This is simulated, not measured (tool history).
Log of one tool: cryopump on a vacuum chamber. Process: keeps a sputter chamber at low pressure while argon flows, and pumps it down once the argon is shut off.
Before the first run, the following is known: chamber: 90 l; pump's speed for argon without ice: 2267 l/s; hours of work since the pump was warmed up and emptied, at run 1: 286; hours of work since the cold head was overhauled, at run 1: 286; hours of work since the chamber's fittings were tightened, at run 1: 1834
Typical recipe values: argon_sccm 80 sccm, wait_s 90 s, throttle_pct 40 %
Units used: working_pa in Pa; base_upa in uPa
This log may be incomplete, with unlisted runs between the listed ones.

run,hour,argon_sccm,wait_s,throttle_pct,hours of work since the pump was warmed up and emptied,hours of work since the cold head was overhauled,hours of work since the chamber's fittings were tightened,working_pa,base_upa
1,0,80,90,40,286,286,1834,0.153,1.48
2,14.4,80,90,40,296,296,1844,0.1535,1.44
3,32.7,80,131,40,309,309,1856,0.1539,1.28
4,49,68,131,40,320,320,1867,0.1306,1.3
5,61.8,68,131,40,328,328,1876,0.13,1.31
6,69.4,80,90,40,334,334,1881,0.1531,1.49
7,84.4,80,90,40,344,344,1892,0.1547,1.53
8,99.7,80,90,40,354,354,1902,0.1544,1.56
9,116.6,80,90,40,366,366,1914,0.1566,1.62
10,126.2,42,90,40,372,372,1920,0.0822,1.48
11,137.7,80,90,40,380,380,1928,0.1536,1.52
12,152.3,80,90,40,390,390,1938,0.1542,1.54
13,160.1,33,90,40,396,396,1943,0.0632,1.6
14,168.9,33,90,40,402,402,1949,0.0647,1.52
15,183.7,80,278,40,412,412,1959,0.1563,1.15
16,195.8,49,90,40,420,420,1968,0.0942,1.59
17,203.5,49,90,40,425,425,1973,0.0959,1.6
18,219.4,49,90,40,436,436,1984,0.0948,1.61
19,236.7,76,43,29,448,448,1996,0.2014,2.22
20,249,41,261,40,456,456,2004,0.0801,1.2
21,264,38,32,55,467,467,2014,0.0543,2.65
22,279.2,60,212,19,477,477,2025,0.2393,1.23
23,292.6,35,90,35,486,486,2034,0.0787,1.64
24,302,80,217,40,493,493,2040,0.1551,1.3
25,319.4,40,50,26,504,504,2052,0.1188,2.09
26,327.7,80,49,38,510,510,2058,0.1629,2.13
27,342.7,50,49,38,520,520,2068,0.1023,2.14
28,360.5,62,37,39,533,533,2080,0.1256,2.57
29,374.4,39,26,60,542,542,2090,0.0532,3.19
30,389.9,39,39,19,553,553,2100,0.1567,2.47
31,405,39,290,17,563,563,2111,0.1743,1.24
32,412.8,39,290,17,568,568,2116,0.1758,1.25
33,421.1,39,290,17,574,574,2122,0.1748,1.2
34,433.4,39,290,17,582,582,2130,0.1753,1.24

Each row is a separate what-if for the run after 34, all from the same tool condition, not one after another. Results?
A,444.8,62,291,43,590,590,2138,?,?
B,444.8,74,290,23,590,590,2138,?,?
C,444.8,39,290,49,590,590,2138,?,?

run,working_pa,base_upa
A,0.1128,1.31
B,0.2483,1.29
C,0.0639,1.24
What these runs would have given with no unlogged condition in the tool:
run,working_pa,base_upa
A,0.106,0.36
B,0.2402,0.36
C,0.0597,0.32

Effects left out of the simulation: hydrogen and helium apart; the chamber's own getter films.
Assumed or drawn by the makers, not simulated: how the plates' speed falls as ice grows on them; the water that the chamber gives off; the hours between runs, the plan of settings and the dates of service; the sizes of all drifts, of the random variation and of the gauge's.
